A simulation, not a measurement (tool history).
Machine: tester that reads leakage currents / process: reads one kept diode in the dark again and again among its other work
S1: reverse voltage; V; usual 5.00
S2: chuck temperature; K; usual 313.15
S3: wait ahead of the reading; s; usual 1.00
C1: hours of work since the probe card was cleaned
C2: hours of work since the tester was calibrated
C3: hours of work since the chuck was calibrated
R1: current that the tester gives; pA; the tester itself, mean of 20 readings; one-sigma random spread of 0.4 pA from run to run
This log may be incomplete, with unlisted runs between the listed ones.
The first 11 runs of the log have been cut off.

| run | day | S1 | S2 | S3 | C1 | C2 | C3 | R1 |
|---|---|---|---|---|---|---|---|---|
| 12 | 13.688 | 5.00 | 313.15 | 0.42 | 1193 | 2243 | 215 | 127.24 |
| 13 | 15.458 | 5.00 | 313.15 | 0.42 | 1223 | 2273 | 245 | 126.17 |
| 14 | 16.388 | 5.00 | 313.15 | 0.42 | 1239 | 2289 | 260 | 125.67 |
| 15 | 17.704 | 5.00 | 313.15 | 0.42 | 1261 | 2311 | 283 | 124.82 |
| 16 | 19.388 | 1.69 | 330.15 | 0.91 | 1290 | 2340 | 311 | 305.06 |
| 17 | 20.483 | 1.58 | 317.15 | 1.00 | 1308 | 2358 | 330 | 107.95 |
| 18 | 21.746 | 1.58 | 317.15 | 1.00 | 1330 | 2379 | 351 | 107.00 |
| 19 | 23.058 | 1.58 | 317.15 | 1.00 | 1352 | 2402 | 373 | 106.51 |
| 20 | 24.492 | 2.47 | 327.15 | 0.68 | 1376 | 2426 | 398 | 274.92 |
| 21 | 26.338 | 5.00 | 307.15 | 0.81 | 1407 | 2457 | 429 | 72.79 |
| 22 | 27.333 | 5.00 | 307.15 | 0.81 | 1424 | 2474 | 446 | 72.22 |
| 23 | 28.854 | 5.00 | 307.15 | 0.81 | 1450 | 2500 | 472 | 71.46 |
| 24 | 29.712 | 5.00 | 331.15 | 2.40 | 1465 | 2514 | 486 | 474.53 |
| 25 | 30.692 | 5.00 | 331.15 | 2.40 | 1481 | 2531 | 503 | 469.77 |
| 26 | 31.708 | 5.00 | 313.15 | 0.72 | 1498 | 2548 | 520 | 116.21 |
| 27 | 32.458 | 5.00 | 313.15 | 1.72 | 1511 | 2561 | 533 | 115.09 |
| 28 | 34.100 | 1.15 | 312.15 | 1.01 | 1539 | 2589 | 560 | 59.31 |
| 29 | 35.142 | 1.15 | 312.15 | 1.01 | 1556 | 2606 | 578 | 59.06 |
| 30 | 35.962 | 9.31 | 297.15 | 1.00 | 1570 | 2620 | 592 | 39.90 |

5 options for the next run, each taken on its own from the tool as it stands now. Forecast them:
| A | 37.288 | 1.19 | 307.15 | 2.43 | 1593 | 2643 | 614 | ? |
| B | 37.288 | 9.31 | 297.15 | 1.04 | 1593 | 2643 | 614 | ? |
| C | 37.288 | 2.54 | 297.15 | 3.12 | 1593 | 2643 | 614 | ? |
| D | 37.288 | 9.31 | 293.15 | 1.00 | 1593 | 2643 | 614 | ? |
| E | 37.288 | 15.68 | 297.15 | 1.00 | 1593 | 2643 | 614 | ? |

| run | R1 |
|---|---|
| A | 38.63 |
| B | 39.60 |
| C | 21.96 |
| D | 28.78 |
| E | 51.11 |
What these runs would have given with no unlogged condition in the tool:
| run | R1 |
|---|---|
| A | 46.27 |
| B | 43.76 |
| C | 25.70 |
| D | 30.64 |
| E | 54.51 |
